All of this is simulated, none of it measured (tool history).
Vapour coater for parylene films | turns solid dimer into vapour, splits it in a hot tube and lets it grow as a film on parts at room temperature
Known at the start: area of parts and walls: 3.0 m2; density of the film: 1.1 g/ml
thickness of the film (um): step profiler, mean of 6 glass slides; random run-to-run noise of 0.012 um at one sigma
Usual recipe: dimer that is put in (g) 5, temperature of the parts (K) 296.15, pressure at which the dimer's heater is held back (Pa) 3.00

run   hour  dimer that is put in (g)  temperature of the parts (K)  pressure at which the dimer's heater is held back (Pa)  thickness of the film (um)
  1    0.0                         5                        296.15                                                    3.00                        1.20
  2   54.9                         5                        296.15                                                    3.00                        1.18
  3  113.7                         5                        296.15                                                    3.00                        1.31
  4  141.9                         5                        296.15                                                    3.00                        1.31
  5  177.5                         5                        296.15                                                    3.00                        1.31
  6  240.4                         5                        297.15                                                    3.00                        1.24
  7  278.0                         5                        296.15                                                    3.00                        1.28
  8  335.3                         5                        296.15                                                    3.00                        1.26
  9  386.5                         3                        301.15                                                    3.38                        0.62
 10  416.7                         5                        288.15                                                    5.98                        1.32
 11  447.1                         7                        288.15                                                    2.47                        1.83
 12  513.4                         2                        296.15                                                    6.39                        0.46
 13  554.8                         5                        302.15                                                   11.82                        0.86
 14  599.0                         8                        289.15                                                   10.33                        1.97
 15  632.2                         5                        292.15                                                    4.83                        1.26
 16  673.8                         5                        292.15                                                    4.83                        1.27

Not shown here: 4 entries made in the log between runs. Locate each between two listed runs and compare the hidden state at the listed run before it with the hidden state at the listed run after it:
From run 2 to run 3: trap's valve overhauled (hour 95.2)
  vapour lost through the trap's worn valve, %: 13.3 -> 0.7; true temperature of the parts over the reading, C: -0.39 -> -0.41
  the result without the hidden state subtracted from the measured one, thickness of the film (um): -0.17 -> +0.01
From run 6 to run 7: table's thermometer calibrated (hour 245.1)
  vapour lost through the trap's worn valve, %: 4.9 -> 6.1; true temperature of the parts over the reading, C: -0.44 -> -0.71
  the result without the hidden state subtracted from the measured one, thickness of the film (um): -0.05 -> -0.05
From run 11 to run 12: trap's valve overhauled (hour 492.1)
  vapour lost through the trap's worn valve, %: 11.8 -> 1.4; true temperature of the parts over the reading, C: -0.75 -> -0.76
  the result without the hidden state subtracted from the measured one, thickness of the film (um): -0.25 -> +0.00
From run 13 to run 14: table's thermometer calibrated, once more (hour 571.6)
  vapour lost through the trap's worn valve, %: 2.9 -> 4.3; true temperature of the parts over the reading, C: -0.77 -> -0.03
  the result without the hidden state subtracted from the measured one, thickness of the film (um): +0.00 -> -0.08
